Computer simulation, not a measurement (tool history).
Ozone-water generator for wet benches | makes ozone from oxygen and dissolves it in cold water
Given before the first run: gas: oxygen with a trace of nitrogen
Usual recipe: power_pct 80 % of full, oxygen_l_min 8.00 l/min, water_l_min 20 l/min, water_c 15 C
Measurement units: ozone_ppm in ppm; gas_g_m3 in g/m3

run,hour,power_pct,oxygen_l_min,water_l_min,water_c,ozone_ppm,gas_g_m3
1,0.0,80,8.00,20,15,26.7,210.7
2,70.2,80,8.00,20,15,26.7,207.2
3,148.8,80,8.00,20,15,26.7,209.2
4,274.0,88,8.00,20,15,28.1,219.7
5,355.2,80,8.00,20,15,26.7,207.4
6,444.1,80,11.36,20,15,27.0,181.9
7,550.7,80,11.36,20,15,26.5,182.7
8,623.5,80,11.36,20,15,27.1,179.8
9,718.8,80,11.36,20,15,26.6,180.2
10,821.0,80,8.00,20,18,24.9,205.5
11,917.8,80,8.00,20,18,24.7,205.9
12,991.2,80,8.00,20,18,25.0,205.5
13,1050.8,80,8.00,20,18,24.9,206.6
14,1167.4,80,8.00,20,18,24.7,205.1
15,1226.1,80,8.00,17,18,28.1,204.0
16,1341.9,80,8.00,17,18,27.9,205.9
17,1432.8,80,8.00,17,18,28.0,204.1
18,1530.4,80,8.00,21,15,25.1,204.3
19,1613.9,44,12.26,14,15,23.7,123.6
20,1686.8,47,11.24,32,12,14.1,134.6
21,1773.5,47,11.24,32,12,14.2,133.2
22,1842.2,47,11.24,32,12,13.9,134.2
23,1895.4,51,8.53,13,14,27.7,154.2
24,2019.4,51,8.53,13,14,27.8,153.4
25,2136.5,68,8.00,20,10,25.5,186.0
26,2210.3,77,7.82,24,7,23.7,198.7
27,2272.4,44,5.80,20,15,18.1,166.6
28,2342.6,44,5.80,20,15,17.9,165.8
29,2431.0,44,7.18,21,15,17.6,154.1
30,2486.1,80,4.52,20,15,23.4,251.6
31,2611.4,80,4.52,20,15,23.5,250.1
32,2678.4,80,8.00,18,15,27.5,199.4
33,2766.9,82,5.32,26,15,18.8,237.8
34,2860.8,80,4.83,25,10,19.9,242.5

How would selected steps in ozone_ppm from run to run divide? Give the signed amount a tool lacking its hidden state would still show from settings, what came in and random variation, and the signed amount left for the hidden state, including any gauge scatter that is not in both of the compared results.
Unlogged tool condition in this case: yield of the discharge, % of new electrodes'; contactor's efficiency, % of a clean one's; true water temperature over the reading, C; drift of the gauge itself on ozone_ppm, %; drift of the gauge itself on gas_g_m3, %.
Run 19 -> 20: power_pct 44 -> 47, oxygen_l_min 12.26 -> 11.24, water_l_min 14 -> 32, water_c 15 -> 12. ozone_ppm -9.6 ppm: hidden state +0.7, all else -10.3.
Run 22 -> 23: power_pct 47 -> 51, oxygen_l_min 11.24 -> 8.53, water_l_min 32 -> 13, water_c 12 -> 14. ozone_ppm +13.8 ppm: hidden state -1.4, all else +15.2.
Run 26 -> 27: power_pct 77 -> 44, oxygen_l_min 7.82 -> 5.80, water_l_min 24 -> 20, water_c 7 -> 15. ozone_ppm -5.6 ppm: hidden state +1.7, all else -7.3.
Run 29 -> 30: power_pct 44 -> 80, oxygen_l_min 7.18 -> 4.52, water_l_min 21 -> 20. ozone_ppm +5.8 ppm: hidden state -1.6, all else +7.4.
Run 32 -> 33: power_pct 80 -> 82, oxygen_l_min 8.00 -> 5.32, water_l_min 18 -> 26. ozone_ppm -8.7 ppm: hidden state +1.2, all else -9.9.
